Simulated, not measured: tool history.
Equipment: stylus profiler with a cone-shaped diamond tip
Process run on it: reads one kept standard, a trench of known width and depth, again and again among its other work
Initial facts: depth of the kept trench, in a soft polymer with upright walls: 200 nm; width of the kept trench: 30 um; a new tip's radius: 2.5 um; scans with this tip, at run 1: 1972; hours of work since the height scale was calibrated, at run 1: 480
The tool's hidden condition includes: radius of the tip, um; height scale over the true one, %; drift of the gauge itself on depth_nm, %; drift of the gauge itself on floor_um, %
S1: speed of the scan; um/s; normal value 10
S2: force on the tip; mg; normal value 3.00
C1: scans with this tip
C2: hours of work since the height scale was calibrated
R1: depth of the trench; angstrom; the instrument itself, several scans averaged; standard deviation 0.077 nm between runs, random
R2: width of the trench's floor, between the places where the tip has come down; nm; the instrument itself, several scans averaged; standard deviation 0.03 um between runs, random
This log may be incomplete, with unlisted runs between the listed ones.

run   hour  S1    S2    C1   C2      R1     R2
  1    0.0  10  3.00  1972  480  2037.7  27720
  2   41.5  10  3.00  2101  511  2037.2  27700
  3   87.6  10  1.27  2244  546  2019.3  27730
  4  128.7  10  1.89  2372  577  2025.8  27630
  5  170.3  10  1.89  2501  608  2025.7  27670
  6  215.6  10  1.89  2642  643  2026.1  27630
  7  253.6   4  3.00  2760  671  2037.1  27690
  8  284.5  19  3.00  2856  695  2035.0  27600
  9  325.5  19  3.00  2984  726  2035.3  27540
 10  348.5   5  3.00  3055  743  2036.1  27610
 11  391.0   2  6.77  3188  775  2063.4  27550
 12  430.2   2  6.77  3310  805  2064.7  27570
 13  461.2  18  1.24  3406  828  2018.1  27530
     463.7  -- height scale calibrated on a step standard
 14  496.9  10  1.48  3515   25  2019.6  27570
 15  535.3  15  1.48  3635   54  2017.9  27460
 16  577.1  15  1.48  3765   86  2019.1  27430
 17  618.3   5  3.02  3893  117  2033.2  27430
 18  657.1   5  3.02  4013  146  2032.2  27430
     683.5  -- height scale calibrated on a step standard, once more
 19  700.8   5  3.02  4148   13  2039.4  27450

3 options for the next run, each taken on its own from the tool as it stands now. Forecast them:
  A  733.5  12  3.02  4249  38   ?   ?
  B  733.5  31  3.11  4249  38   ?   ?
  C  733.5   2  3.14  4249  38   ?   ?

run      R1     R2
  A  2039.9  27380
  B  2039.1  27360
  C  2041.1  27440
The same runs, with their run-to-run variation unchanged, on a tool lacking any hidden condition would have given:
run      R1     R2
  A  2040.2  27970
  B  2039.4  27950
  C  2041.4  28030
